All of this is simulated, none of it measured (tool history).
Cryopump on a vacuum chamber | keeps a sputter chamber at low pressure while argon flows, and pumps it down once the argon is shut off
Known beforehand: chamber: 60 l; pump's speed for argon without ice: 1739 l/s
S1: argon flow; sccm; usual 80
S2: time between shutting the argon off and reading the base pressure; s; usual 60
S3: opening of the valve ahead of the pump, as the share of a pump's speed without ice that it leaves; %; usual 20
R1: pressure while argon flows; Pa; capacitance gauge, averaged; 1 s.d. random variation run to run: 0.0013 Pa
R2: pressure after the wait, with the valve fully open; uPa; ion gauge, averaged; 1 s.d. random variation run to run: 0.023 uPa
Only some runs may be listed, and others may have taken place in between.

run   hour   S1   S2  S3      R1    R2
  1      0   80   60  20   0.399  1.26
  2   32.4   80   60  20  0.4009  1.29
  3   65.2   80   60  20  0.4045  1.31
  4   88.9   80   60  20  0.4068  1.34
  5    118   80   60  20  0.4043  1.35
  6  132.2   80   60  20  0.4054  1.34
  7  163.2   80   60  20  0.4041  1.33
  8  186.5   80   60  20  0.4068  1.36
  9  203.3   80   60  20  0.4053   1.4
 10  234.8   80   45  20  0.4072  1.59
     261.2  -- pump warmed up, emptied and cooled again
 11  263.2   80   60  20  0.3912  1.23
 12  289.9   80   60  20  0.3916  1.25
 13  311.1   80   60  25  0.3132  1.24
 14  338.8   80   60  25  0.3139   1.3
 15  358.7   37   23  20  0.1802  2.21
 16  372.7   37   23  20   0.181   2.2
 17  393.3  145   23  53  0.2701  2.27
 18  414.3  145  107  34  0.4253  0.99
 19  442.7  137   36  41  0.3294  1.71
 20  468.1   64   36  20  0.3158  1.62
 21    498   64   36  20  0.3153  1.77

5 ways to go on from here, each from the tool as it stands after run 21. What would each give?
  A  531.2   64   36  19   ?   ?
  B  531.2  134  100  26   ?   ?
  C  531.2  154   60  31   ?   ?
  D  531.2  158   60  30   ?   ?
  E  531.2   72   36  41   ?   ?

run      R1    R2
  A  0.3314  1.78
  B  0.5119  1.06
  C  0.4937  1.34
  D  0.5242  1.39
  E  0.1756  1.74
With the hidden condition removed and each run's random variation left untouched, the same runs would have given:
run      R1    R2
  A  0.3267  1.22
  B   0.502  0.51
  C  0.4823  0.78
  D  0.5125  0.82
  E  0.1703  1.18
